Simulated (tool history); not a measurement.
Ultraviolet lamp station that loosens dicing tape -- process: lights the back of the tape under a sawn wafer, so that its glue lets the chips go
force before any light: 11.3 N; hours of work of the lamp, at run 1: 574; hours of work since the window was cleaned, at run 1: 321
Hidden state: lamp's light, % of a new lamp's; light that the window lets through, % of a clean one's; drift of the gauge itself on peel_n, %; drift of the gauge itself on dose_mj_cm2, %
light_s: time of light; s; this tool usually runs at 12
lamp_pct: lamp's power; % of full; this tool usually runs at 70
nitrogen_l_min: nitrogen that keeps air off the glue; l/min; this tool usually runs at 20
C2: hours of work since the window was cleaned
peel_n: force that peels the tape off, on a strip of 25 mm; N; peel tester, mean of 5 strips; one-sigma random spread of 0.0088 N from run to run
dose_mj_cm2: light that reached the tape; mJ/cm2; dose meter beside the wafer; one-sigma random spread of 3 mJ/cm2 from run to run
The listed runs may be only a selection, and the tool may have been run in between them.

{"run": 1, "hour": 0.0, "light_s": 12, "lamp_pct": 70, "nitrogen_l_min": 20, "hours of work of the lamp": 574, "C2": 321, "peel_n": 0.662, "dose_mj_cm2": 340}
{"hour": 4.3, "done": "window cleaned of glue's vapour"}
{"run": 2, "hour": 25.8, "light_s": 12, "lamp_pct": 86, "nitrogen_l_min": 20, "hours of work of the lamp": 592, "C2": 16, "peel_n": 0.386, "dose_mj_cm2": 432}
{"run": 3, "hour": 63.5, "light_s": 12, "lamp_pct": 86, "nitrogen_l_min": 20, "hours of work of the lamp": 620, "C2": 44, "peel_n": 0.397, "dose_mj_cm2": 429}
{"run": 4, "hour": 99.7, "light_s": 12, "lamp_pct": 86, "nitrogen_l_min": 20, "hours of work of the lamp": 647, "C2": 71, "peel_n": 0.403, "dose_mj_cm2": 424}
{"run": 5, "hour": 133.4, "light_s": 12, "lamp_pct": 86, "nitrogen_l_min": 20, "hours of work of the lamp": 672, "C2": 95, "peel_n": 0.432, "dose_mj_cm2": 416}
{"run": 6, "hour": 166.1, "light_s": 22, "lamp_pct": 86, "nitrogen_l_min": 20, "hours of work of the lamp": 696, "C2": 120, "peel_n": 0.212, "dose_mj_cm2": 747}
{"run": 7, "hour": 192.2, "light_s": 22, "lamp_pct": 86, "nitrogen_l_min": 20, "hours of work of the lamp": 715, "C2": 139, "peel_n": 0.213, "dose_mj_cm2": 737}
{"run": 8, "hour": 231.5, "light_s": 22, "lamp_pct": 86, "nitrogen_l_min": 20, "hours of work of the lamp": 744, "C2": 168, "peel_n": 0.214, "dose_mj_cm2": 727}
{"run": 9, "hour": 250.2, "light_s": 16, "lamp_pct": 86, "nitrogen_l_min": 20, "hours of work of the lamp": 758, "C2": 182, "peel_n": 0.28, "dose_mj_cm2": 530}
{"run": 10, "hour": 278.5, "light_s": 12, "lamp_pct": 99, "nitrogen_l_min": 20, "hours of work of the lamp": 779, "C2": 203, "peel_n": 0.372, "dose_mj_cm2": 449}
{"run": 11, "hour": 304.6, "light_s": 13, "lamp_pct": 66, "nitrogen_l_min": 27, "hours of work of the lamp": 798, "C2": 222, "peel_n": 0.588, "dose_mj_cm2": 321}
{"run": 12, "hour": 335.7, "light_s": 13, "lamp_pct": 66, "nitrogen_l_min": 27, "hours of work of the lamp": 821, "C2": 245, "peel_n": 0.594, "dose_mj_cm2": 315}
{"run": 13, "hour": 371.0, "light_s": 17, "lamp_pct": 70, "nitrogen_l_min": 12, "hours of work of the lamp": 848, "C2": 271, "peel_n": 0.646, "dose_mj_cm2": 437}
{"run": 14, "hour": 411.6, "light_s": 24, "lamp_pct": 79, "nitrogen_l_min": 30, "hours of work of the lamp": 878, "C2": 301, "peel_n": 0.216, "dose_mj_cm2": 676}
{"hour": 441.6, "done": "window cleaned of glue's vapour"}
{"run": 15, "hour": 441.6, "light_s": 18, "lamp_pct": 76, "nitrogen_l_min": 12, "hours of work of the lamp": 899, "C2": 0, "peel_n": 0.478, "dose_mj_cm2": 499}
{"run": 16, "hour": 466.5, "light_s": 6, "lamp_pct": 91, "nitrogen_l_min": 17, "hours of work of the lamp": 918, "C2": 18, "peel_n": 2.041, "dose_mj_cm2": 199}
{"run": 17, "hour": 507.7, "light_s": 6, "lamp_pct": 91, "nitrogen_l_min": 17, "hours of work of the lamp": 948, "C2": 49, "peel_n": 2.274, "dose_mj_cm2": 191}
{"run": 18, "hour": 533.8, "light_s": 6, "lamp_pct": 90, "nitrogen_l_min": 17, "hours of work of the lamp": 968, "C2": 68, "peel_n": 2.277, "dose_mj_cm2": 190}
{"run": 19, "hour": 564.1, "light_s": 8, "lamp_pct": 66, "nitrogen_l_min": 40, "hours of work of the lamp": 990, "C2": 91, "peel_n": 1.478, "dose_mj_cm2": 180}
{"run": 20, "hour": 584.4, "light_s": 12, "lamp_pct": 70, "nitrogen_l_min": 8, "hours of work of the lamp": 1005, "C2": 106, "peel_n": 2.044, "dose_mj_cm2": 287}

Describe how what the log doesn't record of the tool's condition differs between the last listed run preceding each entry between runs and the first listed run following it.
From run 1 to run 2: window cleaned of glue's vapour (hour 4.3)
  lamp's light, % of a new lamp's: 79.5 -> 78.9; light that the window lets through, % of a clean one's: 95 -> 99.2
  measured result minus the result with no hidden state, peel_n: +0.295 -> +0.127 N; dose_mj_cm2: -111 -> -120 mJ/cm2
From run 14 to run 15: window cleaned of glue's vapour (hour 441.6)
  lamp's light, % of a new lamp's: 69.5 -> 68.7; light that the window lets through, % of a clean one's: 94.8 -> 99
  measured result minus the result with no hidden state, peel_n: +0.007 -> +0.22 N; dose_mj_cm2: -349 -> -234 mJ/cm2

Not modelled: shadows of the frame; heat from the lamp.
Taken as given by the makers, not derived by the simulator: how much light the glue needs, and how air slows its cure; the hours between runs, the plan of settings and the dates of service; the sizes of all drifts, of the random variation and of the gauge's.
